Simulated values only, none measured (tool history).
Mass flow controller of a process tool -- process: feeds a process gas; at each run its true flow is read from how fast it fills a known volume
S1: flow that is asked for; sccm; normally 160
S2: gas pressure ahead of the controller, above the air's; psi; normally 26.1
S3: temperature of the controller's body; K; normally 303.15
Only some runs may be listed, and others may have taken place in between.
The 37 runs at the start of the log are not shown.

{"run": 38, "hour": 10827.9, "S1": 186, "S2": 22.2, "S3": 302.15, "true flow (%)": 101.78}
{"run": 39, "hour": 11229.6, "S1": 123, "S2": 22.2, "S3": 295.15, "true flow (%)": 100.09}
{"run": 40, "hour": 11542.5, "S1": 123, "S2": 22.2, "S3": 295.15, "true flow (%)": 100.12}
{"run": 41, "hour": 11733.5, "S1": 94, "S2": 39.7, "S3": 306.15, "true flow (%)": 99.84}
{"run": 42, "hour": 11933.6, "S1": 94, "S2": 39.7, "S3": 306.15, "true flow (%)": 99.76}
{"run": 43, "hour": 12184.3, "S1": 68, "S2": 25.7, "S3": 306.15, "true flow (%)": 99.76}
{"run": 44, "hour": 12522.1, "S1": 68, "S2": 25.7, "S3": 306.15, "true flow (%)": 99.6}
{"run": 45, "hour": 12897.7, "S1": 68, "S2": 25.7, "S3": 306.15, "true flow (%)": 99.55}
{"run": 46, "hour": 13149.3, "S1": 68, "S2": 25.7, "S3": 306.15, "true flow (%)": 99.66}
{"run": 47, "hour": 13345.7, "S1": 68, "S2": 25.7, "S3": 306.15, "true flow (%)": 99.67}
{"run": 48, "hour": 13750.9, "S1": 68, "S2": 25.7, "S3": 306.15, "true flow (%)": 99.67}

4 options for the next run, each taken on its own from the tool as it stands now. Forecast them:
{"run": "A", "hour": 14132.4, "S1": 35, "S2": 36.4, "S3": 299.15, "true flow (%)": "?"}
{"run": "B", "hour": 14132.4, "S1": 112, "S2": 40, "S3": 301.15, "true flow (%)": "?"}
{"run": "C", "hour": 14132.4, "S1": 88, "S2": 25.7, "S3": 293.15, "true flow (%)": "?"}
{"run": "D", "hour": 14132.4, "S1": 41, "S2": 30.7, "S3": 310.15, "true flow (%)": "?"}

run=A true_flow_(%)=98
run=B true_flow_(%)=99.87
run=C true_flow_(%)=99.25
run=D true_flow_(%)=98.98
Without the tool's unlogged condition, the same runs would have read:
run=A true_flow_(%)=97.06
run=B true_flow_(%)=98.28
run=C true_flow_(%)=97.75
run=D true_flow_(%)=97.91
